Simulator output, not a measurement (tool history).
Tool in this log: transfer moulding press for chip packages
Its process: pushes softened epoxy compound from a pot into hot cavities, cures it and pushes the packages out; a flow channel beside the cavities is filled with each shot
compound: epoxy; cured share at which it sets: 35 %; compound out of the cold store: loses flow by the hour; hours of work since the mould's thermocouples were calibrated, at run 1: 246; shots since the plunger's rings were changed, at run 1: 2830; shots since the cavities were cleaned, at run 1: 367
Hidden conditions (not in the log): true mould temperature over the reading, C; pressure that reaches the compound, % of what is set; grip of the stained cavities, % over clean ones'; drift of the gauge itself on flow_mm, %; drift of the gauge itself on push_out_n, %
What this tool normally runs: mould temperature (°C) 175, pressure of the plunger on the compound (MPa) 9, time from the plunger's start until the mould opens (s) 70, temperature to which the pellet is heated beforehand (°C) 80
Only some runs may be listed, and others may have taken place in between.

| run | day | mould temperature (°C) | pressure of the plunger on the compound (MPa) | time from the plunger's start until the mould opens (s) | temperature to which the pellet is heated beforehand (°C) | hours of work since the mould's thermocouples were calibrated | shots since the plunger's rings were changed | shots since the cavities were cleaned | incoming compound's hours out of the cold store | length that the compound runs in the flow channel (mm) | greatest force on the pins that push the packages out (N) |
|---|---|---|---|---|---|---|---|---|---|---|---|
| 1 | 0 | 175 | 9 | 70 | 80 | 246 | 2830 | 367 | 29.1 | 642 | 378 |
| 2 | 0.546 | 175 | 9 | 70 | 80 | 252 | 2985 | 522 | 40.6 | 625 | 421 |
|  | 0.812 | plunger's sealing rings changed |
| 3 | 1.15 | 175 | 9 | 70 | 80 | 257 | 96 | 664 | 39.7 | 655 | 422 |
|  | 1.775 | cavities cleaned with cleaning compound and waxed |
| 4 | 1.829 | 175 | 9 | 70 | 80 | 264 | 270 | 15 | 15.6 | 694 | 573 |
| 5 | 2.725 | 175 | 9 | 70 | 80 | 275 | 525 | 270 | 32.9 | 660 | 529 |
| 6 | 3.538 | 175 | 9 | 70 | 80 | 284 | 755 | 500 | 16.9 | 689 | 525 |
| 7 | 4.512 | 175 | 9 | 70 | 80 | 295 | 1031 | 776 | 43.8 | 638 | 502 |
|  | 4.796 | cavities cleaned with cleaning compound and waxed |
|  | 4.946 | cavities cleaned with cleaning compound and waxed, once more |
| 8 | 5.692 | 175 | 9 | 70 | 80 | 307 | 1330 | 211 | 38.8 | 641 | 325 |
| 9 | 6.4 | 175 | 9 | 70 | 80 | 315 | 1531 | 412 | 38.8 | 642 | 368 |
| 10 | 7.479 | 175 | 9 | 63 | 80 | 327 | 1837 | 718 | 17 | 678 | 563 |
|  | 7.983 | cavities cleaned with cleaning compound and waxed |
| 11 | 8.583 | 175 | 10.58 | 63 | 80 | 339 | 2131 | 169 | 14 | 735 | 406 |
| 12 | 9.183 | 175 | 10.58 | 63 | 82 | 346 | 2302 | 340 | 31.2 | 701 | 434 |
| 13 | 9.675 | 175 | 9 | 70 | 80 | 352 | 2442 | 480 | 41.2 | 628 | 391 |
| 14 | 10.7 | 175 | 9 | 70 | 80 | 363 | 2731 | 769 | 12.6 | 674 | 432 |
|  | 10.95 | cavities cleaned with cleaning compound and waxed |
| 15 | 11.692 | 175 | 9 | 70 | 80 | 374 | 2995 | 210 | 9.4 | 677 | 333 |
|  | 11.888 | plunger's sealing rings changed |
| 16 | 12.596 | 175 | 8.02 | 70 | 89 | 383 | 202 | 438 | 30.6 | 631 | 382 |
| 17 | 13.112 | 175 | 6.82 | 70 | 80 | 389 | 348 | 584 | 8.5 | 615 | 437 |
| 18 | 13.879 | 170 | 7.72 | 50 | 80 | 398 | 565 | 801 | 17 | 650 | 1310 |
|  | 14.033 | cavities cleaned with cleaning compound and waxed |
| 19 | 14.654 | 167 | 9 | 70 | 81 | 406 | 767 | 176 | 44.3 | 654 | 509 |
| 20 | 15.275 | 182 | 10.34 | 55 | 83 | 413 | 943 | 352 | 14.6 | 726 | 439 |
| 21 | 15.908 | 180 | 10.36 | 55 | 81 | 420 | 1123 | 532 | 38.1 | 684 | 499 |

Predict the results of run 22:
| 22 | 16.796 | 175 | 10.21 | 73 | 70 | 430 | 1374 | 783 | 16.9 | ? | ? |

length that the compound runs in the flow channel (mm): 722
greatest force on the pins that push the packages out (N): 432
Take away the tool's hidden state, keep the run-to-run variation as it was, and the same run would have given length that the compound runs in the flow channel (mm) 741, greatest force on the pins that push the packages out (N) 238.
